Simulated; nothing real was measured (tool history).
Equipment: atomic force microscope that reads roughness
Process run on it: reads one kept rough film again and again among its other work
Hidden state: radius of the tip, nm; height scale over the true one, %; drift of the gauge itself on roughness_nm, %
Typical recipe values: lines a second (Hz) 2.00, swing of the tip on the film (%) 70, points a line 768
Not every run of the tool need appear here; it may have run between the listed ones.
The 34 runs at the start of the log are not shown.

run     day  lines a second (Hz)  swing of the tip on the film (%)  points a line  pictures with this tip  hours of work since the height scale was calibrated  roughness of the kept film (nm (root mean square))
 35  23.700                 1.36                                79            963                     184                                                  619                                               2.283
 36  24.671                 2.28                                82            768                     210                                                  632                                               2.074
 37  25.404                 2.00                                71            356                     230                                                  642                                               2.252
     25.642  -- new tip fitted
 38  25.992                 2.13                                68            544                      10                                                  650                                               2.308
 39  26.629                 3.84                                69            431                      27                                                  659                                               2.141
 40  27.225                 0.97                                64            855                      43                                                  667                                               2.458
 41  28.196                 0.97                                64            855                      70                                                  681                                               2.449
 42  28.771                 1.39                                60            450                      86                                                  689                                               2.432
 43  29.233                 3.58                                59            746                      98                                                  695                                               2.315
 44  30.058                 3.58                                59            746                     121                                                  707                                               2.320

Each row is a separate what-if for the run after 44, all from the same tool condition, not one after another. Results?
  A  30.962                 1.65                                57            356                     146                                                  719                                                   ?
  B  30.962                 2.30                                56            695                     146                                                  719                                                   ?
  C  30.962                 0.73                                70            768                     146                                                  719                                                   ?
  D  30.962                 1.77                                79            592                     146                                                  719                                                   ?

run  roughness of the kept film (nm (root mean square))
  A                                               2.406
  B                                               2.394
  C                                               2.426
  D                                               2.191
What these runs would have given with no unlogged condition in the tool:
run  roughness of the kept film (nm (root mean square))
  A                                               2.414
  B                                               2.401
  C                                               2.433
  D                                               2.197
